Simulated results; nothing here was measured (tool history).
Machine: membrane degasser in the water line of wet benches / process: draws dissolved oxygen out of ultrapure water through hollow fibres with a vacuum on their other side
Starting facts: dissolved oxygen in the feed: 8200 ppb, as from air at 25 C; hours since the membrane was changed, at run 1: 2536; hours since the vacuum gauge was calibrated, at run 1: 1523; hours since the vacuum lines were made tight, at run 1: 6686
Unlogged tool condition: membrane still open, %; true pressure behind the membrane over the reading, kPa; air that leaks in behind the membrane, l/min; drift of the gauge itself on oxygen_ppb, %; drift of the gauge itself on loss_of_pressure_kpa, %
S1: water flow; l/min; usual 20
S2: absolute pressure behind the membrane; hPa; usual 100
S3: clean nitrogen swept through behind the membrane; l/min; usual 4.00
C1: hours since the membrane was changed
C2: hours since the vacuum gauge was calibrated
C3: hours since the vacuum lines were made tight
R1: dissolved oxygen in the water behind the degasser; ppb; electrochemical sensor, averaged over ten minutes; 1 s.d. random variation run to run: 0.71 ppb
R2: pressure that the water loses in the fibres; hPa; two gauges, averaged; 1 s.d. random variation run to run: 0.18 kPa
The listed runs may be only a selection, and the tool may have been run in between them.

| run | hour | S1 | S2 | S3 | C1 | C2 | C3 | R1 | R2 |
|---|---|---|---|---|---|---|---|---|---|
| 1 | 0.0 | 20 | 100 | 4.00 | 2536 | 1523 | 6686 | 89.9 | 346.4 |
| 2 | 96.1 | 26 | 100 | 4.00 | 2632 | 1619 | 6782 | 118.7 | 451.2 |
| 3 | 161.8 | 20 | 100 | 9.72 | 2698 | 1684 | 6848 | 40.6 | 347.6 |
| 4 | 233.0 | 20 | 100 | 9.72 | 2769 | 1756 | 6919 | 41.1 | 348.4 |
| 5 | 344.3 | 15 | 100 | 4.00 | 2880 | 1867 | 7031 | 67.0 | 257.1 |
|  | 395.3 | seals of the vacuum lines changed |
| 6 | 427.8 | 20 | 100 | 4.00 | 2962 | 1948 | 32 | 89.2 | 346.7 |
| 7 | 502.0 | 20 | 100 | 4.00 | 3036 | 2023 | 107 | 88.9 | 347.9 |
| 8 | 596.6 | 20 | 100 | 4.00 | 3131 | 2117 | 201 | 88.3 | 346.9 |
| 9 | 677.1 | 20 | 100 | 4.00 | 3211 | 2198 | 282 | 89.2 | 347.8 |
| 10 | 766.7 | 20 | 100 | 4.00 | 3301 | 2287 | 371 | 89.4 | 345.3 |
| 11 | 837.9 | 20 | 100 | 4.00 | 3372 | 2358 | 443 | 89.6 | 344.7 |
| 12 | 898.6 | 20 | 100 | 5.72 | 3433 | 2419 | 503 | 65.9 | 347.5 |
| 13 | 977.0 | 20 | 100 | 5.72 | 3511 | 2498 | 582 | 64.8 | 348.9 |
| 14 | 1024.9 | 20 | 162 | 5.72 | 3559 | 2545 | 630 | 118.4 | 345.8 |
| 15 | 1120.3 | 20 | 162 | 5.72 | 3654 | 2641 | 725 | 119.9 | 347.1 |
| 16 | 1213.1 | 20 | 162 | 5.72 | 3747 | 2734 | 818 | 116.0 | 347.1 |
| 17 | 1290.8 | 20 | 162 | 5.72 | 3825 | 2811 | 895 | 116.5 | 349.8 |
| 18 | 1363.6 | 21 | 80 | 2.31 | 3898 | 2884 | 968 | 112.4 | 362.4 |
| 19 | 1435.8 | 23 | 195 | 2.45 | 3970 | 2956 | 1041 | 359.9 | 400.9 |
| 20 | 1507.1 | 19 | 189 | 6.77 | 4041 | 3028 | 1112 | 114.6 | 332.0 |
|  | 1512.6 | vacuum gauge calibrated |
| 21 | 1585.8 | 13 | 189 | 3.16 | 4119 | 73 | 1190 | 160.7 | 227.3 |
| 22 | 1665.9 | 20 | 100 | 4.00 | 4199 | 153 | 1270 | 91.4 | 347.7 |
| 23 | 1734.4 | 20 | 100 | 4.00 | 4268 | 222 | 1339 | 90.8 | 347.2 |
| 24 | 1841.8 | 17 | 100 | 9.71 | 4375 | 329 | 1446 | 34.1 | 297.9 |
| 25 | 1889.2 | 26 | 74 | 9.71 | 4423 | 377 | 1493 | 41.6 | 454.2 |
| 26 | 1971.6 | 24 | 152 | 4.00 | 4505 | 459 | 1576 | 184.6 | 415.5 |
|  | 2045.9 | vacuum gauge calibrated, once more |
| 27 | 2057.3 | 24 | 152 | 4.00 | 4590 | 11 | 1661 | 181.1 | 416.3 |
| 28 | 2168.6 | 20 | 101 | 2.25 | 4702 | 123 | 1772 | 149.8 | 349.3 |
| 29 | 2276.2 | 19 | 92 | 6.60 | 4809 | 230 | 1880 | 48.6 | 331.2 |
| 30 | 2366.5 | 20 | 96 | 8.88 | 4900 | 321 | 1970 | 40.8 | 348.3 |
| 31 | 2472.3 | 20 | 96 | 8.88 | 5005 | 426 | 2076 | 41.6 | 348.0 |
| 32 | 2547.1 | 20 | 96 | 8.88 | 5080 | 501 | 2151 | 41.1 | 348.8 |

Alternative continuations, all from the tool just after run 32; predict every row:
| A | 2596.5 | 20 | 100 | 5.37 | 5130 | 551 | 2200 | ? | ? |
| B | 2596.5 | 14 | 100 | 3.14 | 5130 | 551 | 2200 | ? | ? |
| C | 2596.5 | 19 | 96 | 4.14 | 5130 | 551 | 2200 | ? | ? |

| run | R1 | R2 |
|---|---|---|
| A | 66.9 | 349.6 |
| B | 76.0 | 245.8 |
| C | 76.2 | 331.7 |
Had the tool no hidden state, the same runs would have come out as:
| run | R1 | R2 |
|---|---|---|
| A | 65.8 | 344.7 |
| B | 75.0 | 242.4 |
| C | 75.1 | 327.0 |

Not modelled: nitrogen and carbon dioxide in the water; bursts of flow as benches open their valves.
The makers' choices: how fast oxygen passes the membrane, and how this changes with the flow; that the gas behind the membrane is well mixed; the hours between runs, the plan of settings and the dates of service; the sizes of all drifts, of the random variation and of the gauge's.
